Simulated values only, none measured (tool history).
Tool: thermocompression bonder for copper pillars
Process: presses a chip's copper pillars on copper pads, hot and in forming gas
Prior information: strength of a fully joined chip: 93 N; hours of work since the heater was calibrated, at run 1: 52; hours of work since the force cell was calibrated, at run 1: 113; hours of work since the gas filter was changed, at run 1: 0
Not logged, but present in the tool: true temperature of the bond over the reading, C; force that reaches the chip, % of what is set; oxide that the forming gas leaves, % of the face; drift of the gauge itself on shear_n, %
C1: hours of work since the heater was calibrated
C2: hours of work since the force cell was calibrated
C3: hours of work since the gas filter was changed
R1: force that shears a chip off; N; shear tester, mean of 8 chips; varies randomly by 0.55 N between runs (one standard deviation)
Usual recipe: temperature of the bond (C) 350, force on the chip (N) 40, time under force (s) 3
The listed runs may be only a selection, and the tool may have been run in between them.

Run 1, day 0.000: usual settings; C1 52; C2 113; C3 0. Result: R1 66.0 N.
Run 2, day 3.204: usual settings; C1 95; C2 156; C3 43. Result: R1 63.7 N.
Run 3, day 5.396: usual settings; C1 124; C2 185; C3 73. Result: R1 63.2 N.
Run 4, day 6.712: usual settings; C1 142; C2 203; C3 90. Result: R1 63.9 N.
Run 5, day 8.504: usual settings; C1 166; C2 227; C3 114. Result: R1 62.7 N.
Run 6, day 9.867: usual settings; C1 185; C2 246; C3 133. Result: R1 62.6 N.
Run 7, day 12.546: usual settings; C1 221; C2 282; C3 169. Result: R1 62.0 N.
Run 8, day 14.742: usual settings; C1 250; C2 311; C3 198. Result: R1 60.5 N.
Run 9, day 17.479: usual settings; C1 287; C2 348; C3 235. Result: R1 60.0 N.
Run 10, day 19.571: usual settings; C1 315; C2 376; C3 263. Result: R1 58.9 N.
At day 21.300: forming gas filter changed.
Run 11, day 22.371: usual settings; C1 353; C2 414; C3 14. Result: R1 65.1 N.
Run 12, day 24.933: usual settings; C1 387; C2 448; C3 49. Result: R1 64.5 N.
Run 13, day 27.362: usual settings but force on the chip (N) 25; C1 420; C2 481; C3 82. Result: R1 40.8 N.
Run 14, day 29.508: usual settings but time under force (s) 6; C1 449; C2 510; C3 110. Result: R1 73.9 N.
Run 15, day 31.675: usual settings but time under force (s) 6; C1 478; C2 539; C3 140. Result: R1 72.1 N.
Run 16, day 34.438: usual settings but time under force (s) 6; C1 515; C2 576; C3 177. Result: R1 70.5 N.
Run 17, day 35.879: usual settings but force on the chip (N) 33; C1 535; C2 595; C3 196. Result: R1 50.6 N.
Run 18, day 37.992: usual settings but force on the chip (N) 33; C1 563; C2 624; C3 225. Result: R1 50.0 N.
Run 19, day 40.829: usual settings but force on the chip (N) 33; C1 601; C2 662; C3 263. Result: R1 49.6 N.
At day 42.588: forming gas filter changed.
Run 20, day 43.408: usual settings but force on the chip (N) 33; C1 636; C2 697; C3 11. Result: R1 53.5 N.
Run 21, day 46.246: usual settings but temperature of the bond (C) 344, force on the chip (N) 57; C1 674; C2 735; C3 49. Result: R1 75.6 N.
Run 22, day 48.246: usual settings but temperature of the bond (C) 344, force on the chip (N) 57; C1 701; C2 762; C3 76. Result: R1 74.6 N.
At day 50.850: heater calibrated with a thermocouple chip.
Run 23, day 50.979: usual settings but temperature of the bond (C) 344, force on the chip (N) 57; C1 2; C2 797; C3 112. Result: R1 76.0 N.
Run 24, day 52.571: usual settings but temperature of the bond (C) 378, force on the chip (N) 27, time under force (s) 5; C1 23; C2 819; C3 133. Result: R1 65.2 N.
Run 25, day 55.446: usual settings but temperature of the bond (C) 363, force on the chip (N) 29, time under force (s) 8; C1 62; C2 857; C3 172. Result: R1 68.5 N.
Run 26, day 58.383: usual settings but temperature of the bond (C) 363, force on the chip (N) 29, time under force (s) 8; C1 101; C2 897; C3 212. Result: R1 66.8 N.
Run 27, day 60.500: usual settings but temperature of the bond (C) 363, force on the chip (N) 29, time under force (s) 8; C1 130; C2 925; C3 240. Result: R1 66.6 N.
Run 28, day 62.117: usual settings but temperature of the bond (C) 370, force on the chip (N) 52; C1 152; C2 947; C3 262. Result: R1 77.0 N.
Run 29, day 63.483: usual settings but temperature of the bond (C) 366, force on the chip (N) 59; C1 170; C2 966; C3 280. Result: R1 79.2 N.
At day 64.083: forming gas filter changed.
Run 30, day 65.021: usual settings but temperature of the bond (C) 328, time under force (s) 5; C1 190; C2 986; C3 13. Result: R1 62.2 N.
Run 31, day 66.862: usual settings but temperature of the bond (C) 328, time under force (s) 5; C1 215; C2 1011; C3 37. Result: R1 62.9 N.
Run 32, day 69.483: usual settings but temperature of the bond (C) 328, force on the chip (N) 33, time under force (s) 2; C1 251; C2 1046; C3 73. Result: R1 37.3 N.
Run 33, day 71.492: usual settings but temperature of the bond (C) 328, force on the chip (N) 33, time under force (s) 2; C1 278; C2 1073; C3 100. Result: R1 36.7 N.
Run 34, day 73.871: usual settings but time under force (s) 2; C1 310; C2 1105; C3 132. Result: R1 56.4 N.
Run 35, day 75.629: usual settings but temperature of the bond (C) 355, force on the chip (N) 30, time under force (s) 2; C1 333; C2 1129; C3 155. Result: R1 44.7 N.
Run 36, day 78.050: usual settings but temperature of the bond (C) 355, force on the chip (N) 30, time under force (s) 2; C1 366; C2 1161; C3 188. Result: R1 43.8 N.
Run 37, day 80.288: usual settings but temperature of the bond (C) 374, force on the chip (N) 30, time under force (s) 2; C1 396; C2 1192; C3 218. Result: R1 51.5 N.
Run 38, day 82.075: usual settings but temperature of the bond (C) 374, force on the chip (N) 36, time under force (s) 2; C1 420; C2 1216; C3 242. Result: R1 59.9 N.

Here are 3 independent what-if runs from the current tool condition. What would each one return?
Run A, day 83.888: usual settings but temperature of the bond (C) 374, force on the chip (N) 36, time under force (s) 2; C1 444; C2 1240; C3 267. Result: R1 ?.
Run B, day 83.888: usual settings but force on the chip (N) 34; C1 444; C2 1240; C3 267. Result: R1 ?.
Run C, day 83.888: usual settings but temperature of the bond (C) 337, force on the chip (N) 36, time under force (s) 2; C1 444; C2 1240; C3 267. Result: R1 ?.

run    R1
  A  58.1
  B  52.9
  C  42.1
Stripped of hidden state, with their random variation kept, the same runs would have yielded:
run    R1
  A  63.9
  B  58.4
  C  46.7
